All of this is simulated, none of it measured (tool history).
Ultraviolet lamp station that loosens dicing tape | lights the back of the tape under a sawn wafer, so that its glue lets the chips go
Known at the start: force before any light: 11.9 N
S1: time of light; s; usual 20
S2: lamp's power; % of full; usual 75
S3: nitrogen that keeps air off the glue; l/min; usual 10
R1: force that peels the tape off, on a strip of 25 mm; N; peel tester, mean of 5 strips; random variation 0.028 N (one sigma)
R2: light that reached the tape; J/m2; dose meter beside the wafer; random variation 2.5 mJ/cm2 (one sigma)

{"run": 1, "hour": 0.0, "S1": 20, "S2": 75, "S3": 10, "R1": 1.484, "R2": 2920}
{"run": 2, "hour": 6.3, "S1": 20, "S2": 75, "S3": 10, "R1": 1.538, "R2": 2910}
{"run": 3, "hour": 12.9, "S1": 20, "S2": 75, "S3": 10, "R1": 1.555, "R2": 2920}
{"run": 4, "hour": 21.9, "S1": 20, "S2": 75, "S3": 10, "R1": 1.562, "R2": 2920}
{"run": 5, "hour": 28.5, "S1": 20, "S2": 75, "S3": 10, "R1": 1.602, "R2": 2890}
{"run": 6, "hour": 36.2, "S1": 20, "S2": 75, "S3": 10, "R1": 1.552, "R2": 2850}
{"run": 7, "hour": 44.7, "S1": 20, "S2": 75, "S3": 10, "R1": 1.525, "R2": 2890}
{"run": 8, "hour": 54.0, "S1": 20, "S2": 75, "S3": 10, "R1": 1.588, "R2": 2870}
{"run": 9, "hour": 63.3, "S1": 20, "S2": 75, "S3": 10, "R1": 1.614, "R2": 2850}
{"run": 10, "hour": 71.9, "S1": 20, "S2": 75, "S3": 10, "R1": 1.555, "R2": 2870}
{"run": 11, "hour": 79.0, "S1": 20, "S2": 75, "S3": 10, "R1": 1.556, "R2": 2820}
{"run": 12, "hour": 88.4, "S1": 34, "S2": 75, "S3": 10, "R1": 0.524, "R2": 4930}
{"run": 13, "hour": 93.4, "S1": 20, "S2": 75, "S3": 10, "R1": 1.631, "R2": 2870}
{"run": 14, "hour": 100.1, "S1": 20, "S2": 75, "S3": 10, "R1": 1.531, "R2": 2840}
{"run": 15, "hour": 109.6, "S1": 20, "S2": 63, "S3": 10, "R1": 2.184, "R2": 2440}
{"run": 16, "hour": 116.1, "S1": 20, "S2": 63, "S3": 10, "R1": 2.167, "R2": 2380}
{"run": 17, "hour": 125.9, "S1": 20, "S2": 63, "S3": 10, "R1": 2.172, "R2": 2370}
{"run": 18, "hour": 134.9, "S1": 20, "S2": 63, "S3": 10, "R1": 2.205, "R2": 2390}
{"hour": 136.0, "done": "window cleaned of glue's vapour"}
{"run": 19, "hour": 144.9, "S1": 20, "S2": 63, "S3": 10, "R1": 2.274, "R2": 2330}
{"run": 20, "hour": 149.0, "S1": 39, "S2": 95, "S3": 10, "R1": 0.309, "R2": 6820}
{"hour": 150.0, "done": "window cleaned of glue's vapour, once more"}
{"run": 21, "hour": 157.6, "S1": 39, "S2": 95, "S3": 10, "R1": 0.276, "R2": 7390}
{"run": 22, "hour": 161.8, "S1": 20, "S2": 75, "S3": 10, "R1": 1.407, "R2": 3010}
{"run": 23, "hour": 171.0, "S1": 35, "S2": 76, "S3": 3, "R1": 1.093, "R2": 5290}
{"run": 24, "hour": 180.7, "S1": 14, "S2": 76, "S3": 12, "R1": 2.291, "R2": 2140}
{"run": 25, "hour": 185.3, "S1": 13, "S2": 79, "S3": 10, "R1": 2.686, "R2": 2030}
{"run": 26, "hour": 192.2, "S1": 13, "S2": 79, "S3": 10, "R1": 2.784, "R2": 2060}
{"run": 27, "hour": 197.2, "S1": 35, "S2": 78, "S3": 3, "R1": 1.051, "R2": 5390}
{"run": 28, "hour": 202.8, "S1": 20, "S2": 86, "S3": 19, "R1": 0.771, "R2": 3470}
{"run": 29, "hour": 210.2, "S1": 28, "S2": 83, "S3": 4, "R1": 1.158, "R2": 4580}
{"run": 30, "hour": 217.7, "S1": 28, "S2": 83, "S3": 4, "R1": 1.132, "R2": 4620}
{"run": 31, "hour": 226.7, "S1": 20, "S2": 91, "S3": 10, "R1": 0.982, "R2": 3620}
{"run": 32, "hour": 231.3, "S1": 22, "S2": 64, "S3": 7, "R1": 2.1, "R2": 2810}
{"run": 33, "hour": 238.4, "S1": 10, "S2": 68, "S3": 20, "R1": 3.644, "R2": 1350}
{"run": 34, "hour": 243.1, "S1": 10, "S2": 68, "S3": 20, "R1": 3.659, "R2": 1370}
{"run": 35, "hour": 249.2, "S1": 10, "S2": 68, "S3": 20, "R1": 3.708, "R2": 1360}
{"run": 36, "hour": 254.0, "S1": 12, "S2": 80, "S3": 20, "R1": 2.344, "R2": 1910}
{"run": 37, "hour": 260.3, "S1": 12, "S2": 80, "S3": 20, "R1": 2.339, "R2": 1890}

The same runs without the tool's hidden state, with the same run-to-run variation:
The hidden state here: lamp's light, % of a new lamp's; light that the window lets through, % of a clean one's; drift of the gauge itself on peel_n, %; drift of the gauge itself on dose_mj_cm2, %.
run=1 R1=1.324 R2=3100
run=2 R1=1.367 R2=3100
run=3 R1=1.380 R2=3110
run=4 R1=1.381 R2=3120
run=5 R1=1.412 R2=3090
run=6 R1=1.363 R2=3060
run=7 R1=1.334 R2=3100
run=8 R1=1.385 R2=3090
run=9 R1=1.402 R2=3080
run=10 R1=1.345 R2=3100
run=11 R1=1.340 R2=3060
run=12 R1=0.447 R2=5340
run=13 R1=1.397 R2=3120
run=14 R1=1.306 R2=3090
run=15 R1=1.892 R2=2650
run=16 R1=1.874 R2=2600
run=17 R1=1.869 R2=2590
run=18 R1=1.892 R2=2620
run=19 R1=1.873 R2=2630
run=20 R1=0.276 R2=7680
run=21 R1=0.269 R2=7610
run=22 R1=1.329 R2=3100
run=23 R1=1.024 R2=5460
run=24 R1=2.173 R2=2210
run=25 R1=2.553 R2=2110
run=26 R1=2.641 R2=2140
run=27 R1=0.972 R2=5600
run=28 R1=0.710 R2=3600
run=29 R1=1.065 R2=4770
run=30 R1=1.038 R2=4820
run=31 R1=0.894 R2=3780
run=32 R1=1.945 R2=2940
run=33 R1=3.447 R2=1420
run=34 R1=3.457 R2=1440
run=35 R1=3.498 R2=1420
run=36 R1=2.162 R2=2010
run=37 R1=2.153 R2=1990

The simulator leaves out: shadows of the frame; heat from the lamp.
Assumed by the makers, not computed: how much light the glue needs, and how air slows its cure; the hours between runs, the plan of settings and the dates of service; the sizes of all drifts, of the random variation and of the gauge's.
